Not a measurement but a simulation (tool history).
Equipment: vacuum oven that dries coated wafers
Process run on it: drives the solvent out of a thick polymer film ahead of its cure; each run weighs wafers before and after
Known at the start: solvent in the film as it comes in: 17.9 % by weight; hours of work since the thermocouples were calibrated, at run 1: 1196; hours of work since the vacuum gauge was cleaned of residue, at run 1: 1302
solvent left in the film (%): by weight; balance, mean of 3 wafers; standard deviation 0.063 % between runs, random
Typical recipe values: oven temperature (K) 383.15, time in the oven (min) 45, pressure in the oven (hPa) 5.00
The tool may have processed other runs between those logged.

run	hour	oven temperature (K)	time in the oven (min)	pressure in the oven (hPa)	hours of work since the thermocouples were calibrated	hours of work since the vacuum gauge was cleaned of residue	solvent left in the film (%)
1	0.0	383.15	45	5.00	1196	1302	3.44
2	69.0	383.15	45	5.00	1240	1347	3.32
3	162.4	383.15	45	5.00	1301	1407	3.42
4	235.8	383.15	45	7.02	1348	1455	3.51
5	315.4	383.15	45	5.00	1399	1506	3.28
6	397.4	383.15	45	5.00	1452	1559	3.28
7	454.6	383.15	45	5.00	1489	1596	3.25
# hour 510.3: oven's thermocouples calibrated
8	517.0	383.15	45	5.00	4	1635	4.05
9	587.5	383.15	45	5.00	50	1681	4.11
10	686.4	383.15	45	5.00	114	1744	4.21
11	758.2	383.15	45	5.00	160	1791	3.91
12	841.6	383.15	45	5.00	214	1845	4.08
13	899.1	383.15	45	5.00	251	1882	4.06
14	1019.4	383.15	45	5.00	329	1960	3.94
15	1135.1	383.15	55	5.00	404	2034	3.04
16	1217.5	383.15	55	5.00	457	2087	3.03
17	1330.5	383.15	23	5.00	530	2160	7.45
18	1441.3	383.15	45	5.00	601	2232	3.80
19	1534.2	383.15	45	5.00	661	2292	3.78
20	1611.7	383.15	45	5.00	711	2342	3.79
21	1729.4	383.15	45	8.04	787	2418	3.91
22	1815.6	383.15	45	8.04	843	2474	3.92
23	1913.1	378.15	27	12.64	906	2537	7.86
24	2035.5	378.15	27	12.64	985	2616	7.75
25	2118.8	378.15	27	12.64	1039	2670	7.68
26	2193.4	378.15	27	12.64	1087	2718	7.87
27	2260.7	394.15	26	8.65	1131	2761	3.49
28	2361.8	379.15	41	5.31	1196	2827	5.19
29	2453.4	383.15	43	3.68	1255	2886	3.64
30	2530.9	383.15	77	4.94	1305	2936	1.69
31	2629.4	383.15	77	4.94	1369	2999	1.69
32	2730.4	383.15	77	4.94	1434	3065	1.59
# hour 2789.9: vacuum gauge cleaned of residue and calibrated
33	2846.4	390.15	77	12.51	1508	36	0.77
# hour 2874.1: oven's thermocouples calibrated
34	2943.8	390.15	77	12.51	45	98	1.04

Selected run-to-run steps in solvent left in the film (%), each split into two signed amounts: the part the tool would show with no hidden state at all (from settings, incoming material and random variation), and the remainder, which goes to the hidden state together with any gauge scatter not common to the measured and the hidden-state-free results:
Hidden state at play: true wafer temperature over the reading, C; true pressure over the reading, kPa; drift of the gauge itself on solvent_pct, %.
Run 7 -> 8: oven's thermocouples calibrated. solvent left in the film (%) +0.80: hidden state +0.83, all else -0.03.
Run 16 -> 17: time in the oven (min) 55 -> 23. solvent left in the film (%) +4.42: hidden state -0.18, all else +4.60.
Run 22 -> 23: oven temperature (K) 383.15 -> 378.15, time in the oven (min) 45 -> 27, pressure in the oven (hPa) 8.04 -> 12.64. solvent left in the film (%) +3.94: hidden state -0.11, all else +4.05.
Run 26 -> 27: oven temperature (K) 378.15 -> 394.15, time in the oven (min) 27 -> 26, pressure in the oven (hPa) 12.64 -> 8.65. solvent left in the film (%) -4.38: hidden state -0.01, all else -4.37.
Run 29 -> 30: time in the oven (min) 43 -> 77, pressure in the oven (hPa) 3.68 -> 4.94. solvent left in the film (%) -1.95: hidden state +0.38, all else -2.33.
Run 33 -> 34: oven's thermocouples calibrated. solvent left in the film (%) +0.27: hidden state +0.32, all else -0.05.

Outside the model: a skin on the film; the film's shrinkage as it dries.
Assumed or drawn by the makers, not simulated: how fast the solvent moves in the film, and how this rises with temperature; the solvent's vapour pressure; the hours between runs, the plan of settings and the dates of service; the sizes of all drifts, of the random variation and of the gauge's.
